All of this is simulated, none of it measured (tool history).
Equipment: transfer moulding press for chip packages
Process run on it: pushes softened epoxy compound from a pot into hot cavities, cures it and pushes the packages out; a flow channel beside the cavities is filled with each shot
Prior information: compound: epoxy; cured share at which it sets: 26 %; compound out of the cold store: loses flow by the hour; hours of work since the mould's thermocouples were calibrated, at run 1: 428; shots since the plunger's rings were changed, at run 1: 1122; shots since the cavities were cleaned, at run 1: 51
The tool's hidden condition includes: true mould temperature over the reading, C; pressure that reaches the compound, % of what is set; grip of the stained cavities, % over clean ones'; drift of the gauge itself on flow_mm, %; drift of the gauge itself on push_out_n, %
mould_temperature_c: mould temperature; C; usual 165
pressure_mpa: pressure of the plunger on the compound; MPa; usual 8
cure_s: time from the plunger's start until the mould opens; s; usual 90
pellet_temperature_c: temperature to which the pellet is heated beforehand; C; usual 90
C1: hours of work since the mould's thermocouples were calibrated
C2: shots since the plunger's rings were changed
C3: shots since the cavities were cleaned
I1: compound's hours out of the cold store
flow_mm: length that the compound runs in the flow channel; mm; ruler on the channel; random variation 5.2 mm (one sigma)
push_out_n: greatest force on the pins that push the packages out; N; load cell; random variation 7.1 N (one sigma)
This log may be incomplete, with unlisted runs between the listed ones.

{"run": 1, "hour": 0.0, "mould_temperature_c": 165, "pressure_mpa": 8, "cure_s": 90, "pellet_temperature_c": 90, "C1": 428, "C2": 1122, "C3": 51, "I1": 27.8, "flow_mm": 543, "push_out_n": 294}
{"run": 2, "hour": 14.6, "mould_temperature_c": 165, "pressure_mpa": 8, "cure_s": 90, "pellet_temperature_c": 82, "C1": 438, "C2": 1318, "C3": 247, "I1": 37, "flow_mm": 515, "push_out_n": 306}
{"run": 3, "hour": 26.6, "mould_temperature_c": 165, "pressure_mpa": 8, "cure_s": 90, "pellet_temperature_c": 82, "C1": 447, "C2": 1480, "C3": 409, "I1": 19.8, "flow_mm": 578, "push_out_n": 314}
{"hour": 29.9, "done": "cavities cleaned with cleaning compound and waxed"}
{"run": 4, "hour": 51.7, "mould_temperature_c": 165, "pressure_mpa": 8, "cure_s": 90, "pellet_temperature_c": 82, "C1": 464, "C2": 1796, "C3": 292, "I1": 26.8, "flow_mm": 546, "push_out_n": 317}
{"hour": 65.3, "done": "cavities cleaned with cleaning compound and waxed"}
{"run": 5, "hour": 74.5, "mould_temperature_c": 165, "pressure_mpa": 8, "cure_s": 90, "pellet_temperature_c": 82, "C1": 480, "C2": 2082, "C3": 123, "I1": 12.2, "flow_mm": 610, "push_out_n": 325}
{"hour": 99.5, "done": "cavities cleaned with cleaning compound and waxed"}
{"run": 6, "hour": 103.3, "mould_temperature_c": 165, "pressure_mpa": 8, "cure_s": 90, "pellet_temperature_c": 82, "C1": 500, "C2": 2449, "C3": 52, "I1": 21.2, "flow_mm": 582, "push_out_n": 320}
{"run": 7, "hour": 124.7, "mould_temperature_c": 165, "pressure_mpa": 8, "cure_s": 90, "pellet_temperature_c": 82, "C1": 516, "C2": 2736, "C3": 339, "I1": 23.2, "flow_mm": 576, "push_out_n": 311}
{"hour": 134.2, "done": "cavities cleaned with cleaning compound and waxed"}
{"run": 8, "hour": 153.2, "mould_temperature_c": 160, "pressure_mpa": 8, "cure_s": 90, "pellet_temperature_c": 90, "C1": 535, "C2": 3097, "C3": 254, "I1": 47.7, "flow_mm": 482, "push_out_n": 384}
{"hour": 168.7, "done": "cavities cleaned with cleaning compound and waxed"}
{"run": 9, "hour": 171.0, "mould_temperature_c": 160, "pressure_mpa": 8, "cure_s": 90, "pellet_temperature_c": 90, "C1": 547, "C2": 3316, "C3": 30, "I1": 15, "flow_mm": 604, "push_out_n": 444}
{"run": 10, "hour": 187.1, "mould_temperature_c": 160, "pressure_mpa": 8, "cure_s": 90, "pellet_temperature_c": 90, "C1": 559, "C2": 3533, "C3": 247, "I1": 44.2, "flow_mm": 490, "push_out_n": 383}
{"hour": 203.1, "done": "cavities cleaned with cleaning compound and waxed"}
{"run": 11, "hour": 205.7, "mould_temperature_c": 160, "pressure_mpa": 8, "cure_s": 90, "pellet_temperature_c": 90, "C1": 572, "C2": 3762, "C3": 34, "I1": 30.2, "flow_mm": 542, "push_out_n": 413}
{"run": 12, "hour": 231.4, "mould_temperature_c": 160, "pressure_mpa": 8, "cure_s": 90, "pellet_temperature_c": 90, "C1": 590, "C2": 4107, "C3": 379, "I1": 40.6, "flow_mm": 502, "push_out_n": 384}
{"hour": 238.0, "done": "cavities cleaned with cleaning compound and waxed"}
{"run": 13, "hour": 254.6, "mould_temperature_c": 160, "pressure_mpa": 8, "cure_s": 90, "pellet_temperature_c": 90, "C1": 606, "C2": 4398, "C3": 223, "I1": 38.8, "flow_mm": 510, "push_out_n": 392}
{"hour": 271.7, "done": "cavities cleaned with cleaning compound and waxed"}
{"run": 14, "hour": 280.8, "mould_temperature_c": 159, "pressure_mpa": 8, "cure_s": 90, "pellet_temperature_c": 90, "C1": 624, "C2": 4730, "C3": 123, "I1": 19.3, "flow_mm": 587, "push_out_n": 458}
{"run": 15, "hour": 302.0, "mould_temperature_c": 165, "pressure_mpa": 8, "cure_s": 79, "pellet_temperature_c": 90, "C1": 640, "C2": 5015, "C3": 408, "I1": 19.9, "flow_mm": 568, "push_out_n": 430}
{"hour": 307.1, "done": "cavities cleaned with cleaning compound and waxed"}
{"hour": 317.5, "done": "plunger's sealing rings changed"}
{"run": 16, "hour": 326.3, "mould_temperature_c": 165, "pressure_mpa": 6.77, "cure_s": 113, "pellet_temperature_c": 90, "C1": 655, "C2": 119, "C3": 224, "I1": 9.8, "flow_mm": 572, "push_out_n": 241}
{"hour": 344.4, "done": "cavities cleaned with cleaning compound and waxed"}
{"run": 17, "hour": 353.5, "mould_temperature_c": 171, "pressure_mpa": 8.37, "cure_s": 99, "pellet_temperature_c": 90, "C1": 674, "C2": 463, "C3": 121, "I1": 14.5, "flow_mm": 591, "push_out_n": 226}
{"hour": 378.5, "done": "cavities cleaned with cleaning compound and waxed"}
{"run": 18, "hour": 380.6, "mould_temperature_c": 165, "pressure_mpa": 6.96, "cure_s": 97, "pellet_temperature_c": 86, "C1": 692, "C2": 807, "C3": 28, "I1": 25.7, "flow_mm": 509, "push_out_n": 265}
{"run": 19, "hour": 396.2, "mould_temperature_c": 165, "pressure_mpa": 8, "cure_s": 90, "pellet_temperature_c": 90, "C1": 704, "C2": 1016, "C3": 237, "I1": 14, "flow_mm": 609, "push_out_n": 321}
{"hour": 413.2, "done": "cavities cleaned with cleaning compound and waxed"}
{"run": 20, "hour": 419.5, "mould_temperature_c": 171, "pressure_mpa": 8.96, "cure_s": 100, "pellet_temperature_c": 90, "C1": 720, "C2": 1310, "C3": 85, "I1": 34.3, "flow_mm": 533, "push_out_n": 212}
{"run": 21, "hour": 438.9, "mould_temperature_c": 171, "pressure_mpa": 8.96, "cure_s": 100, "pellet_temperature_c": 90, "C1": 734, "C2": 1570, "C3": 345, "I1": 24.9, "flow_mm": 574, "push_out_n": 212}
{"hour": 447.3, "done": "cavities cleaned with cleaning compound and waxed"}
{"run": 22, "hour": 453.1, "mould_temperature_c": 171, "pressure_mpa": 8.96, "cure_s": 100, "pellet_temperature_c": 90, "C1": 743, "C2": 1739, "C3": 77, "I1": 9.3, "flow_mm": 641, "push_out_n": 213}
{"hour": 475.1, "done": "mould's thermocouples calibrated"}
{"hour": 483.6, "done": "cavities cleaned with cleaning compound and waxed"}
{"run": 23, "hour": 484.0, "mould_temperature_c": 171, "pressure_mpa": 8.96, "cure_s": 100, "pellet_temperature_c": 90, "C1": 5, "C2": 2108, "C3": 6, "I1": 12.6, "flow_mm": 613, "push_out_n": 201}
{"run": 24, "hour": 503.8, "mould_temperature_c": 171, "pressure_mpa": 8.96, "cure_s": 100, "pellet_temperature_c": 90, "C1": 20, "C2": 2373, "C3": 271, "I1": 37.3, "flow_mm": 524, "push_out_n": 221}
{"hour": 519.5, "done": "cavities cleaned with cleaning compound and waxed"}
{"run": 25, "hour": 528.6, "mould_temperature_c": 167, "pressure_mpa": 9.62, "cure_s": 87, "pellet_temperature_c": 82, "C1": 37, "C2": 2686, "C3": 122, "I1": 34.9, "flow_mm": 563, "push_out_n": 290}
{"run": 26, "hour": 545.8, "mould_temperature_c": 167, "pressure_mpa": 9.62, "cure_s": 87, "pellet_temperature_c": 82, "C1": 50, "C2": 2917, "C3": 353, "I1": 28.9, "flow_mm": 588, "push_out_n": 287}
{"hour": 554.0, "done": "cavities cleaned with cleaning compound and waxed"}
{"run": 27, "hour": 572.7, "mould_temperature_c": 159, "pressure_mpa": 7.88, "cure_s": 82, "pellet_temperature_c": 90, "C1": 68, "C2": 3257, "C3": 251, "I1": 43.7, "flow_mm": 496, "push_out_n": 512}

Each row is a separate what-if for the run after 27, all from the same tool condition, not one after another. Results?
{"hour": 588.4, "done": "cavities cleaned with cleaning compound and waxed"}
{"run": "A", "hour": 597.6, "mould_temperature_c": 169, "pressure_mpa": 9.68, "cure_s": 90, "pellet_temperature_c": 100, "C1": 85, "C2": 3572, "C3": 124, "I1": 12.7, "flow_mm": "?", "push_out_n": "?"}
{"hour": 588.4, "done": "cavities cleaned with cleaning compound and waxed"}
{"run": "B", "hour": 597.6, "mould_temperature_c": 165, "pressure_mpa": 8, "cure_s": 86, "pellet_temperature_c": 90, "C1": 85, "C2": 3572, "C3": 124, "I1": 41.8, "flow_mm": "?", "push_out_n": "?"}
{"hour": 588.4, "done": "cavities cleaned with cleaning compound and waxed"}
{"run": "C", "hour": 597.6, "mould_temperature_c": 165, "pressure_mpa": 7.42, "cure_s": 90, "pellet_temperature_c": 90, "C1": 85, "C2": 3572, "C3": 124, "I1": 42.6, "flow_mm": "?", "push_out_n": "?"}
{"hour": 588.4, "done": "cavities cleaned with cleaning compound and waxed"}
{"run": "D", "hour": 597.6, "mould_temperature_c": 159, "pressure_mpa": 7.88, "cure_s": 76, "pellet_temperature_c": 90, "C1": 85, "C2": 3572, "C3": 124, "I1": 35.6, "flow_mm": "?", "push_out_n": "?"}

run=A flow_mm=647 push_out_n=229
run=B flow_mm=493 push_out_n=313
run=C flow_mm=468 push_out_n=270
run=D flow_mm=517 push_out_n=653
Had the tool no hidden state, the same runs would have come out as:
run=A flow_mm=649 push_out_n=228
run=B flow_mm=495 push_out_n=311
run=C flow_mm=469 push_out_n=269
run=D flow_mm=519 push_out_n=649

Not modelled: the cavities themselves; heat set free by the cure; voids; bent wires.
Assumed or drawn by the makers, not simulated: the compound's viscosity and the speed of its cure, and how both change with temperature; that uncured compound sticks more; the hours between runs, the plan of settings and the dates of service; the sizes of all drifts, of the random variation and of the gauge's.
